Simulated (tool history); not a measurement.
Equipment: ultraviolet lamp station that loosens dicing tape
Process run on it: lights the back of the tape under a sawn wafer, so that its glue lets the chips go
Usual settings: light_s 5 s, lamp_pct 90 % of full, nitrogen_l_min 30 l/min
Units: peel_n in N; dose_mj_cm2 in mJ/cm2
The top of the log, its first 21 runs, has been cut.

run	hour	light_s	lamp_pct	nitrogen_l_min	hours of work of the lamp	hours of work since the window was cleaned	peel_n	dose_mj_cm2
22	1531.0	2	90	30	398	241	2.440	100
23	1590.0	4	92	30	440	283	1.271	194
# hour 1646.6: window cleaned of glue's vapour
24	1668.1	4	73	34	495	15	1.478	163
25	1714.0	9	70	32	527	48	0.491	336
26	1792.5	4	63	56	583	104	1.674	129
27	1846.7	4	67	39	621	142	1.854	127
28	1908.4	2	90	10	665	186	3.321	85
# hour 1917.1: lamp changed
29	1993.7	5	93	30	54	246	0.589	316
30	2090.5	5	93	30	123	314	0.651	297
# hour 2104.9: window cleaned of glue's vapour
31	2142.6	6	81	59	160	27	0.346	334
32	2210.6	6	81	59	208	75	0.387	325
33	2296.1	4	90	13	269	136	1.546	225
34	2378.8	4	98	38	327	194	0.898	233
35	2424.1	4	98	38	359	226	0.943	222
36	2519.9	4	98	38	427	294	1.017	207
# hour 2559.4: window cleaned of glue's vapour
37	2602.4	5	60	30	486	31	1.550	164
38	2693.7	5	60	30	550	95	1.613	157
39	2743.4	5	60	30	586	131	1.682	153
40	2813.2	5	60	30	635	180	1.754	145
# hour 2860.5: lamp changed
41	2871.1	9	92	16	8	220	0.286	568

Branching from run 41: 5 alternative next runs. What would each branch give?
A	2921.0	4	64	26	43	256	?	?
B	2921.0	7	81	14	43	256	?	?
C	2921.0	6	92	16	43	256	?	?
D	2921.0	8	100	30	43	256	?	?
E	2921.0	9	92	16	43	256	?	?

run	peel_n	dose_mj_cm2
A	1.595	171
B	0.719	373
C	0.659	370
D	0.207	534
E	0.310	546
What these runs would have given with no unlogged condition in the tool:
run	peel_n	dose_mj_cm2
A	1.368	195
B	0.565	425
C	0.519	421
D	0.168	608
E	0.238	622

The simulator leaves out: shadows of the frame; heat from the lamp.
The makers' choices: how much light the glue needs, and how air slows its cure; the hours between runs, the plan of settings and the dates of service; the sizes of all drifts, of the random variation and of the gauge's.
